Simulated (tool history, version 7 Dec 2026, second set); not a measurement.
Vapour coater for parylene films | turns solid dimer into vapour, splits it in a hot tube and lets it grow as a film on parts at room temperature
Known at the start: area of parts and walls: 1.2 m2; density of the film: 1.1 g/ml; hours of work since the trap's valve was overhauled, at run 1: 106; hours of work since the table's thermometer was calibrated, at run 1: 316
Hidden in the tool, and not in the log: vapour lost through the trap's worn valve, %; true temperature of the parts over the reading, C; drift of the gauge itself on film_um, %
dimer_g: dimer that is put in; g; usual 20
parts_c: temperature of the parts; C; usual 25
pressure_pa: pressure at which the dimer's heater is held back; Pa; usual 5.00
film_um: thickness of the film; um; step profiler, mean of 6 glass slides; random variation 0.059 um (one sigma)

| run | day | dimer_g | parts_c | pressure_pa | hours of work since the trap's valve was overhauled | hours of work since the table's thermometer was calibrated | film_um |
|---|---|---|---|---|---|---|---|
| 1 | 0.000 | 20 | 25 | 5.00 | 106 | 316 | 9.11 |
| 2 | 1.050 | 20 | 25 | 3.68 | 127 | 337 | 9.56 |
| 3 | 2.108 | 20 | 25 | 3.68 | 148 | 358 | 9.61 |
| 4 | 2.900 | 20 | 25 | 5.00 | 164 | 374 | 9.04 |
| 5 | 3.600 | 20 | 25 | 2.94 | 178 | 388 | 9.90 |
| 6 | 4.612 | 20 | 25 | 2.94 | 198 | 408 | 10.05 |
| 7 | 5.096 | 20 | 35 | 5.00 | 208 | 418 | 7.14 |
| 8 | 5.892 | 9 | 25 | 5.00 | 224 | 434 | 4.07 |
| 9 | 6.871 | 9 | 25 | 5.00 | 243 | 453 | 4.11 |
| 10 | 7.862 | 9 | 31 | 5.00 | 263 | 473 | 3.56 |
| 11 | 8.938 | 9 | 31 | 5.00 | 285 | 495 | 3.55 |
| 12 | 10.108 | 20 | 22 | 5.00 | 308 | 518 | 9.73 |
|  | 10.804 | trap's valve overhauled |
| 13 | 11.462 | 20 | 25 | 5.00 | 13 | 542 | 9.10 |
| 14 | 12.183 | 20 | 25 | 5.00 | 28 | 557 | 9.05 |
| 15 | 13.050 | 20 | 25 | 10.02 | 45 | 574 | 8.12 |
| 16 | 13.712 | 20 | 25 | 5.00 | 58 | 587 | 9.02 |
| 17 | 14.667 | 20 | 25 | 5.00 | 77 | 606 | 9.05 |
| 18 | 15.467 | 20 | 25 | 5.00 | 93 | 622 | 9.09 |
| 19 | 16.142 | 20 | 25 | 10.44 | 107 | 636 | 8.01 |
| 20 | 17.279 | 20 | 32 | 5.00 | 130 | 659 | 7.75 |

Run 21 comes next. What will it give?
| 21 | 18.029 | 20 | 32 | 5.00 | 145 | 674 | ? |

Run 21 gave film_um 7.77 um.
Without the tool's hidden state the same run would have given film_um 7.78 um.
